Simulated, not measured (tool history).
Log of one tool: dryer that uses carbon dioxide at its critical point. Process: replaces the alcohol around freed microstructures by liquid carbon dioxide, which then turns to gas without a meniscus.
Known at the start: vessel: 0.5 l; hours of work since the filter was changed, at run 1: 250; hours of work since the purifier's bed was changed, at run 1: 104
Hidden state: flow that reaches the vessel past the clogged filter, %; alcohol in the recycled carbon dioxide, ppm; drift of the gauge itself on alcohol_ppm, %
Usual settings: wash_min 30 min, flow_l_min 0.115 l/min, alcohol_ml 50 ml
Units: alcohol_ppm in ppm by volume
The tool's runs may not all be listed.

run,hour,wash_min,flow_l_min,alcohol_ml,hours of work since the filter was changed,hours of work since the purifier's bed was changed,alcohol_ppm
1,0,30,0.115,50,250,104,921
2,67.9,30,0.115,50,302,156,982
3,110.3,30,0.109,50,334,189,1269
4,168,30,0.115,50,379,233,1031
5,221.3,30,0.115,50,419,274,1103
# hour 254.3: inlet filter changed
6,264.1,30,0.115,50,7,306,736
7,294.2,20,0.115,50,31,329,3735
8,354.6,30,0.115,50,77,375,808
9,409.5,32,0.115,50,119,417,607
10,453.4,32,0.115,50,152,451,603
11,493.2,20,0.117,21,183,481,1713
12,540.6,22,0.123,103,219,518,4804
13,607.3,37,0.117,87,270,569,514
14,653.5,37,0.117,87,306,604,519
15,691.3,31,0.115,29,334,633,527
16,750.4,31,0.115,29,380,678,575
17,808.7,35,0.092,29,424,723,930
# hour 837.3: inlet filter changed
18,864.4,27,0.105,61,21,765,2274
19,919,27,0.105,61,63,806,2345
20,987.1,27,0.105,61,115,859,2409

5 ways to go on from here, each from the tool as it stands after run 20. What would each give?
A,1016.8,40,0.105,61,137,881,?
B,1016.8,22,0.105,61,137,881,?
C,1016.8,35,0.115,82,137,881,?
D,1016.8,47,0.171,61,137,881,?
E,1016.8,27,0.134,61,137,881,?

run,alcohol_ppm
A,415
B,5060
C,649
D,51
E,806
Without the tool's hidden state the same runs would have given:
run,alcohol_ppm
A,309
B,4540
C,507
D,2
E,651

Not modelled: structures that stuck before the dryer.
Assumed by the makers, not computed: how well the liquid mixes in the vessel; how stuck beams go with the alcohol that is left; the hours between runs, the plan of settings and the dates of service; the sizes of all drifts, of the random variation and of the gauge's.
